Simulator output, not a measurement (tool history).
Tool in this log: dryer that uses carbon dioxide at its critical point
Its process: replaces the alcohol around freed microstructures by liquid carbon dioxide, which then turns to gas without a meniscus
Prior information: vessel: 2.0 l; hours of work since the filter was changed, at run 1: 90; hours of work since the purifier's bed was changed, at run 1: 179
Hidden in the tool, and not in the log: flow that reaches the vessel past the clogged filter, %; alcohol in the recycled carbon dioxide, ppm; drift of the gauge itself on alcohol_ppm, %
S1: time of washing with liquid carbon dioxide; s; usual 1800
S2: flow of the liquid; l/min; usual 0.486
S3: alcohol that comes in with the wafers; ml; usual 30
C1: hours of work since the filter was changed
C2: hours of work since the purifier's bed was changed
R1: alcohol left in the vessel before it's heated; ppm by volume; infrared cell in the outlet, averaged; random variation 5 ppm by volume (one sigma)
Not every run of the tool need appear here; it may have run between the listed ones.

run,hour,S1,S2,S3,C1,C2,R1
1,0.0,1800,0.486,30,90,179,102
2,28.2,1800,0.418,30,103,191,154
3,60.7,1800,0.297,30,117,205,478
4,125.4,1800,0.297,30,145,233,487
5,154.4,1800,0.486,30,158,246,106
6,220.7,1800,0.486,30,187,275,116
7,261.4,1800,0.486,30,204,293,131
8,311.2,1800,0.486,30,226,314,122
9,341.6,1800,0.486,30,239,328,136
10,380.6,1800,0.534,30,256,345,113
11,434.8,1800,0.486,54,280,368,192
12,497.7,1800,0.486,54,307,396,194
13,526.4,1800,0.486,54,320,408,197
14,581.2,2520,0.486,30,344,432,120
15,632.1,2520,0.486,30,366,454,127
16,689.0,1800,0.486,30,391,479,180
17,734.1,1800,0.486,30,410,499,184
18,781.7,1800,0.486,30,431,519,187
19,819.5,1800,0.486,30,447,536,197
20,862.2,1800,0.486,30,466,554,206
21,898.0,1800,0.764,30,482,570,156
22,954.9,1800,0.764,30,506,595,155
# hour 981.3: inlet filter changed
23,1005.0,1800,0.764,30,10,616,163
24,1070.6,1200,0.494,54,39,645,645
25,1134.2,1920,0.494,61,67,672,223
26,1163.6,1140,0.299,42,79,685,2219
27,1222.1,1440,0.414,30,105,711,470
28,1260.0,1440,0.299,21,121,727,765
29,1324.3,1440,0.571,115,149,755,444
30,1364.6,1440,0.571,115,167,773,436
31,1393.4,1800,0.797,70,179,785,200
32,1438.8,1800,0.330,30,199,805,488
33,1503.2,1980,0.486,30,227,833,232
34,1554.5,1800,0.338,81,250,855,941
35,1616.1,1920,0.445,77,276,882,371
36,1656.9,1920,0.445,77,294,900,372
37,1710.3,1680,0.776,75,318,923,228
38,1737.6,1680,0.776,75,329,935,249
39,1778.8,1680,0.776,75,347,953,252
# hour 1788.8: purifier's bed changed
40,1831.6,1740,0.538,30,369,19,44
41,1869.6,1980,0.706,45,386,35,18
42,1898.2,1380,0.733,26,398,48,40
43,1937.5,2460,0.553,35,415,65,21
44,2001.1,1980,0.492,51,443,92,75
45,2051.8,1980,0.442,51,465,115,129
46,2079.2,1980,0.442,51,477,126,129

Forecast each of these 4 alternatives for the next run:
A,2114.0,2400,0.718,73,492,142,?
B,2114.0,1980,0.613,102,492,142,?
C,2114.0,2640,0.486,22,492,142,?
D,2114.0,2460,0.442,41,492,142,?

run,R1
A,37
B,65
C,50
D,54
With no hidden state in the tool, these same runs would have given:
run,R1
A,2
B,20
C,15
D,10

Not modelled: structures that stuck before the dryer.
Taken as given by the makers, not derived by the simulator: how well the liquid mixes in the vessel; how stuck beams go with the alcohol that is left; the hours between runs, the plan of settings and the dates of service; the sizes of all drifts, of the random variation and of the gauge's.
